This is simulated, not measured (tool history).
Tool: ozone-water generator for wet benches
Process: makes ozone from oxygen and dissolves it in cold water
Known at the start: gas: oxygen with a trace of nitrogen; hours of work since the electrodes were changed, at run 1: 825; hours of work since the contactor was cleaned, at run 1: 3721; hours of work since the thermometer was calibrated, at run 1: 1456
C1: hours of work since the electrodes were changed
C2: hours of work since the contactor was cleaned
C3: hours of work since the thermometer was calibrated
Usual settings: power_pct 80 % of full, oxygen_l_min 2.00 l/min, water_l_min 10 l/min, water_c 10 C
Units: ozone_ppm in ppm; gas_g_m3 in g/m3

{"run": 1, "hour": 0.0, "power_pct": 80, "oxygen_l_min": 2.0, "water_l_min": 10, "water_c": 10, "C1": 825, "C2": 3721, "C3": 1456, "ozone_ppm": 13.6, "gas_g_m3": 177.1}
{"run": 2, "hour": 31.5, "power_pct": 80, "oxygen_l_min": 2.0, "water_l_min": 10, "water_c": 10, "C1": 847, "C2": 3743, "C3": 1478, "ozone_ppm": 13.6, "gas_g_m3": 174.6}
{"run": 3, "hour": 57.5, "power_pct": 80, "oxygen_l_min": 2.0, "water_l_min": 10, "water_c": 10, "C1": 866, "C2": 3762, "C3": 1496, "ozone_ppm": 13.7, "gas_g_m3": 175.1}
{"run": 4, "hour": 78.6, "power_pct": 80, "oxygen_l_min": 2.0, "water_l_min": 10, "water_c": 10, "C1": 881, "C2": 3776, "C3": 1511, "ozone_ppm": 13.8, "gas_g_m3": 174.9}
{"run": 5, "hour": 101.2, "power_pct": 80, "oxygen_l_min": 2.0, "water_l_min": 11, "water_c": 10, "C1": 897, "C2": 3792, "C3": 1527, "ozone_ppm": 12.2, "gas_g_m3": 176.2}
{"run": 6, "hour": 117.5, "power_pct": 80, "oxygen_l_min": 2.0, "water_l_min": 10, "water_c": 10, "C1": 908, "C2": 3804, "C3": 1539, "ozone_ppm": 13.7, "gas_g_m3": 175.7}
{"run": 7, "hour": 145.7, "power_pct": 80, "oxygen_l_min": 2.0, "water_l_min": 10, "water_c": 10, "C1": 928, "C2": 3824, "C3": 1558, "ozone_ppm": 13.9, "gas_g_m3": 174.7}
{"run": 8, "hour": 171.0, "power_pct": 80, "oxygen_l_min": 2.0, "water_l_min": 10, "water_c": 10, "C1": 946, "C2": 3842, "C3": 1576, "ozone_ppm": 13.7, "gas_g_m3": 175.4}
{"run": 9, "hour": 198.0, "power_pct": 57, "oxygen_l_min": 1.66, "water_l_min": 8, "water_c": 18, "C1": 965, "C2": 3861, "C3": 1595, "ozone_ppm": 12.3, "gas_g_m3": 153.7}
{"run": 10, "hour": 236.1, "power_pct": 93, "oxygen_l_min": 1.69, "water_l_min": 12, "water_c": 16, "C1": 992, "C2": 3888, "C3": 1622, "ozone_ppm": 11.2, "gas_g_m3": 204.5}
{"run": 11, "hour": 252.2, "power_pct": 93, "oxygen_l_min": 1.69, "water_l_min": 11, "water_c": 16, "C1": 1003, "C2": 3899, "C3": 1634, "ozone_ppm": 12.0, "gas_g_m3": 206.6}
{"run": 12, "hour": 268.6, "power_pct": 93, "oxygen_l_min": 2.02, "water_l_min": 11, "water_c": 5, "C1": 1015, "C2": 3911, "C3": 1645, "ozone_ppm": 14.1, "gas_g_m3": 190.6}
{"run": 13, "hour": 297.4, "power_pct": 80, "oxygen_l_min": 2.0, "water_l_min": 13, "water_c": 5, "C1": 1035, "C2": 3931, "C3": 1666, "ozone_ppm": 10.6, "gas_g_m3": 173.9}
{"run": 14, "hour": 319.1, "power_pct": 80, "oxygen_l_min": 2.0, "water_l_min": 13, "water_c": 5, "C1": 1051, "C2": 3946, "C3": 1681, "ozone_ppm": 10.5, "gas_g_m3": 174.9}
{"run": 15, "hour": 351.6, "power_pct": 80, "oxygen_l_min": 2.0, "water_l_min": 13, "water_c": 10, "C1": 1074, "C2": 3969, "C3": 1704, "ozone_ppm": 10.0, "gas_g_m3": 177.1}

The same runs without the tool's hidden state, with the same run-to-run variation:
The hidden state here: yield of the discharge, % of new electrodes'; contactor's efficiency, % of a clean one's; true water temperature over the reading, C; drift of the gauge itself on ozone_ppm, %; drift of the gauge itself on gas_g_m3, %.
run=1 ozone_ppm=14.5 gas_g_m3=181.8
run=2 ozone_ppm=14.5 gas_g_m3=179.3
run=3 ozone_ppm=14.6 gas_g_m3=179.9
run=4 ozone_ppm=14.7 gas_g_m3=179.7
run=5 ozone_ppm=13.1 gas_g_m3=181.1
run=6 ozone_ppm=14.6 gas_g_m3=180.6
run=7 ozone_ppm=14.8 gas_g_m3=179.6
run=8 ozone_ppm=14.6 gas_g_m3=180.4
run=9 ozone_ppm=13.1 gas_g_m3=157.3
run=10 ozone_ppm=12.0 gas_g_m3=211.0
run=11 ozone_ppm=13.0 gas_g_m3=213.2
run=12 ozone_ppm=15.2 gas_g_m3=196.7
run=13 ozone_ppm=11.3 gas_g_m3=179.1
run=14 ozone_ppm=11.3 gas_g_m3=180.2
run=15 ozone_ppm=10.8 gas_g_m3=182.5
